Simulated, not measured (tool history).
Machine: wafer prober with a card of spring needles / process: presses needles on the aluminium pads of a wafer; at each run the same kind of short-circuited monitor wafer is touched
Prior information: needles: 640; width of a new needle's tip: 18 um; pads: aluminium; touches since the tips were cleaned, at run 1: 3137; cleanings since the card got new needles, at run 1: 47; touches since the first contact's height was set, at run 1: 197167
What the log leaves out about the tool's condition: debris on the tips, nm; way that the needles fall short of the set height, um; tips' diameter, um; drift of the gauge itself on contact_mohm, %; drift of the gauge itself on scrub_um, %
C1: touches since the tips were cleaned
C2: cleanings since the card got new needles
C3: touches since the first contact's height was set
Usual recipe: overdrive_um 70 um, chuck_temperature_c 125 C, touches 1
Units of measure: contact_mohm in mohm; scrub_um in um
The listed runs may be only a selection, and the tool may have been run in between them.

{"run": 1, "hour": 0.0, "overdrive_um": 70, "chuck_temperature_c": 125, "touches": 1, "C1": 3137, "C2": 47, "C3": 197167, "contact_mohm": 193, "scrub_um": 9.57}
{"hour": 0.9, "done": "tips cleaned on abrasive film"}
{"hour": 6.9, "done": "tips cleaned on abrasive film"}
{"run": 2, "hour": 9.8, "overdrive_um": 70, "chuck_temperature_c": 125, "touches": 1, "C1": 1966, "C2": 49, "C3": 203687, "contact_mohm": 188, "scrub_um": 9.5}
{"hour": 13.0, "done": "tips cleaned on abrasive film"}
{"run": 3, "hour": 17.0, "overdrive_um": 70, "chuck_temperature_c": 125, "touches": 1, "C1": 2719, "C2": 50, "C3": 208555, "contact_mohm": 192, "scrub_um": 9.57}
{"hour": 18.5, "done": "tips cleaned on abrasive film"}
{"run": 4, "hour": 22.4, "overdrive_um": 70, "chuck_temperature_c": 125, "touches": 1, "C1": 2622, "C2": 51, "C3": 212120, "contact_mohm": 190, "scrub_um": 9.54}
{"hour": 24.2, "done": "tips cleaned on abrasive film"}
{"run": 5, "hour": 29.1, "overdrive_um": 70, "chuck_temperature_c": 49, "touches": 1, "C1": 3344, "C2": 52, "C3": 216646, "contact_mohm": 181, "scrub_um": 9.52}
{"hour": 29.9, "done": "tips cleaned on abrasive film"}
{"hour": 35.6, "done": "tips cleaned on abrasive film"}
{"run": 6, "hour": 38.4, "overdrive_um": 70, "chuck_temperature_c": 49, "touches": 1, "C1": 1926, "C2": 54, "C3": 222845, "contact_mohm": 177, "scrub_um": 9.52}
{"hour": 41.5, "done": "tips cleaned on abrasive film"}
{"run": 7, "hour": 46.7, "overdrive_um": 70, "chuck_temperature_c": 125, "touches": 1, "C1": 3506, "C2": 55, "C3": 228404, "contact_mohm": 192, "scrub_um": 9.51}
{"hour": 47.6, "done": "tips cleaned on abrasive film"}
{"run": 8, "hour": 52.5, "overdrive_um": 70, "chuck_temperature_c": 125, "touches": 1, "C1": 3366, "C2": 56, "C3": 232315, "contact_mohm": 195, "scrub_um": 9.49}
{"hour": 53.4, "done": "tips cleaned on abrasive film"}
{"hour": 59.3, "done": "tips cleaned on abrasive film"}
{"run": 9, "hour": 60.2, "overdrive_um": 70, "chuck_temperature_c": 125, "touches": 1, "C1": 615, "C2": 58, "C3": 237389, "contact_mohm": 182, "scrub_um": 9.47}
{"run": 10, "hour": 64.5, "overdrive_um": 78, "chuck_temperature_c": 48, "touches": 1, "C1": 3575, "C2": 58, "C3": 240349, "contact_mohm": 179, "scrub_um": 10.58}
{"hour": 65.2, "done": "tips cleaned on abrasive film"}
{"hour": 69.7, "done": "height of the first contact set anew"}
{"hour": 71.1, "done": "tips cleaned on abrasive film"}
{"run": 11, "hour": 72.7, "overdrive_um": 66, "chuck_temperature_c": 125, "touches": 2, "C1": 1093, "C2": 60, "C3": 1952, "contact_mohm": 183, "scrub_um": 9.37}
{"hour": 76.6, "done": "tips cleaned on abrasive film"}
{"hour": 82.4, "done": "tips cleaned on abrasive film"}
{"run": 12, "hour": 82.4, "overdrive_um": 66, "chuck_temperature_c": 125, "touches": 2, "C1": 0, "C2": 62, "C3": 8416, "contact_mohm": 180, "scrub_um": 9.34}
{"hour": 88.0, "done": "tips cleaned on abrasive film"}
{"run": 13, "hour": 92.1, "overdrive_um": 66, "chuck_temperature_c": 125, "touches": 2, "C1": 2783, "C2": 63, "C3": 14958, "contact_mohm": 186, "scrub_um": 9.36}
{"hour": 93.6, "done": "tips cleaned on abrasive film"}
{"hour": 99.8, "done": "tips cleaned on abrasive film"}
{"run": 14, "hour": 102.1, "overdrive_um": 81, "chuck_temperature_c": 125, "touches": 2, "C1": 1570, "C2": 65, "C3": 21644, "contact_mohm": 181, "scrub_um": 11.42}
{"hour": 105.5, "done": "tips cleaned on abrasive film"}
{"hour": 111.1, "done": "tips cleaned on abrasive film"}
{"run": 15, "hour": 111.7, "overdrive_um": 81, "chuck_temperature_c": 125, "touches": 2, "C1": 360, "C2": 67, "C3": 27990, "contact_mohm": 178, "scrub_um": 11.4}
{"run": 16, "hour": 116.2, "overdrive_um": 81, "chuck_temperature_c": 125, "touches": 2, "C1": 3441, "C2": 67, "C3": 31071, "contact_mohm": 185, "scrub_um": 11.41}
{"hour": 117.0, "done": "tips cleaned on abrasive film"}
{"run": 17, "hour": 122.3, "overdrive_um": 72, "chuck_temperature_c": 125, "touches": 2, "C1": 3602, "C2": 68, "C3": 35161, "contact_mohm": 188, "scrub_um": 10.14}
{"hour": 123.1, "done": "tips cleaned on abrasive film"}
{"hour": 129.1, "done": "tips cleaned on abrasive film"}
{"run": 18, "hour": 129.9, "overdrive_um": 77, "chuck_temperature_c": 44, "touches": 1, "C1": 506, "C2": 70, "C3": 40183, "contact_mohm": 168, "scrub_um": 10.84}

Run by run, hidden condition taken away, random variation retained:
run=1 contact_mohm=176 scrub_um=9.95
run=2 contact_mohm=176 scrub_um=9.9
run=3 contact_mohm=176 scrub_um=9.98
run=4 contact_mohm=175 scrub_um=9.96
run=5 contact_mohm=163 scrub_um=9.94
run=6 contact_mohm=164 scrub_um=9.96
run=7 contact_mohm=175 scrub_um=9.95
run=8 contact_mohm=177 scrub_um=9.94
run=9 contact_mohm=176 scrub_um=9.94
run=10 contact_mohm=162 scrub_um=11.05
run=11 contact_mohm=178 scrub_um=9.38
run=12 contact_mohm=179 scrub_um=9.36
run=13 contact_mohm=177 scrub_um=9.39
run=14 contact_mohm=176 scrub_um=11.47
run=15 contact_mohm=176 scrub_um=11.47
run=16 contact_mohm=176 scrub_um=11.47
run=17 contact_mohm=177 scrub_um=10.22
run=18 contact_mohm=162 scrub_um=10.94
